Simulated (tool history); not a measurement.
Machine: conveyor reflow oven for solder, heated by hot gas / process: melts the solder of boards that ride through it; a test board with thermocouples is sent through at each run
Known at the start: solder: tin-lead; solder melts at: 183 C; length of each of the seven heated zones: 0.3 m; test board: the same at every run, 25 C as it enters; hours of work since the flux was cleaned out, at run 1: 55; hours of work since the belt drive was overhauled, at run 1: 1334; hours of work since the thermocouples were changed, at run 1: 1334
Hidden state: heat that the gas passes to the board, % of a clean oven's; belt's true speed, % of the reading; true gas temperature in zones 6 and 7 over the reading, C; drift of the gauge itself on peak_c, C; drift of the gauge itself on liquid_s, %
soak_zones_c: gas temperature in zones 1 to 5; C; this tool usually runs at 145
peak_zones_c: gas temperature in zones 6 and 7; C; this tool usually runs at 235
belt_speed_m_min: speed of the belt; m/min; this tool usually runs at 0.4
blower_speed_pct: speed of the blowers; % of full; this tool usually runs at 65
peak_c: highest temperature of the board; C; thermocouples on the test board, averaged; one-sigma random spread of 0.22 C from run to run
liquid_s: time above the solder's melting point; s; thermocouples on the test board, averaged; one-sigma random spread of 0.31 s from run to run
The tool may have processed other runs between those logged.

run    hour  soak_zones_c  peak_zones_c  belt_speed_m_min  blower_speed_pct  hours of work since the flux was cleaned out  hours of work since the belt drive was overhauled  hours of work since the thermocouples were changed  peak_c  liquid_s
  1       0           145           235               0.4                65                                            55                                               1334                                                1334   226.3      79.6
  2    93.4           145           235               0.4                65                                           121                                               1400                                                1400   225.8      79.4
      113.2  -- thermocouples of zones 6 and 7 changed
      123.1  -- belt drive overhauled, speed set with a stopwatch
  3   141.2           145           235               0.4                65                                           151                                                 13                                                  17   222.8      75.3
  4   219.5           145           235               0.4                65                                           206                                                 68                                                  73     222      75.9
  5   289.9           145           243               0.4                65                                           256                                                118                                                 123   229.4      80.1
      329.6  -- flux residue cleaned out of gas plates and filters
  6   367.5           145           235               0.4                65                                            27                                                170                                                 174   223.9      76.2
  7   415.9           145           235               0.4                65                                            61                                                204                                                 208   223.5      75.9
  8   482.5           145           235               0.4                65                                           108                                                251                                                 256   223.6      76.7
  9   571.7           159           235               0.4                65                                           172                                                315                                                 319   225.5      84.4
 10   613.4           159           235               0.4                65                                           201                                                344                                                 349   225.3      84.8
 11   687.7           159           235               0.4                65                                           254                                                397                                                 401     225      84.9
        730  -- flux residue cleaned out of gas plates and filters
 12   773.5           159           235               0.4                65                                            31                                                454                                                 459   226.6      85.8
 13   850.5           151           228               0.4                76                                            86                                                509                                                 513     220      77.7
 14   905.7           151           228               0.4                76                                           125                                                548                                                 552   220.2      77.7
 15   969.5           130           241               0.4                65                                           170                                                594                                                 598   227.1      73.2
 16  1029.6           132           235             0.427                65                                           213                                                636                                                 640   219.3      63.2
 17  1109.9           160           246             0.469                72                                           270                                                693                                                 697   232.8      76.3
     1133.3  -- flux residue cleaned out of gas plates and filters
 18  1202.9           160           246             0.469                72                                            49                                                756                                                 760   234.5        77
 19    1293           160           246             0.469                72                                           113                                                820                                                 824   234.2      77.3
 20    1346           159           248             0.407                56                                           151                                                857                                                 861   236.1      89.8
 21    1395           159           248             0.407                56                                           186                                                892                                                 896   235.9      89.7

A few steps of peak_c between consecutive runs. Split each: what settings, incoming material and random variation would produce without the hidden state, and what is left over for the hidden state, along with gauge scatter present in only one of the two compared results (measured, and without hidden state):
Run 2 -> 3: thermocouples of zones 6 and 7 changed, belt drive overhauled, speed set with a stopwatch. peak_c -3 C: hidden state -3.5, all else +0.5.
Run 15 -> 16: soak_zones_c 130 -> 132, peak_zones_c 241 -> 235, belt_speed_m_min 0.4 -> 0.427. peak_c -7.8 C: hidden state -0.3, all else -7.5.
Run 16 -> 17: soak_zones_c 132 -> 160, peak_zones_c 235 -> 246, belt_speed_m_min 0.427 -> 0.469, blower_speed_pct 65 -> 72. peak_c +13.5 C: hidden state -0.2, all else +13.7.
Run 17 -> 18: flux residue cleaned out of gas plates and filters. peak_c +1.7 C: hidden state +1.9, all else -0.2.

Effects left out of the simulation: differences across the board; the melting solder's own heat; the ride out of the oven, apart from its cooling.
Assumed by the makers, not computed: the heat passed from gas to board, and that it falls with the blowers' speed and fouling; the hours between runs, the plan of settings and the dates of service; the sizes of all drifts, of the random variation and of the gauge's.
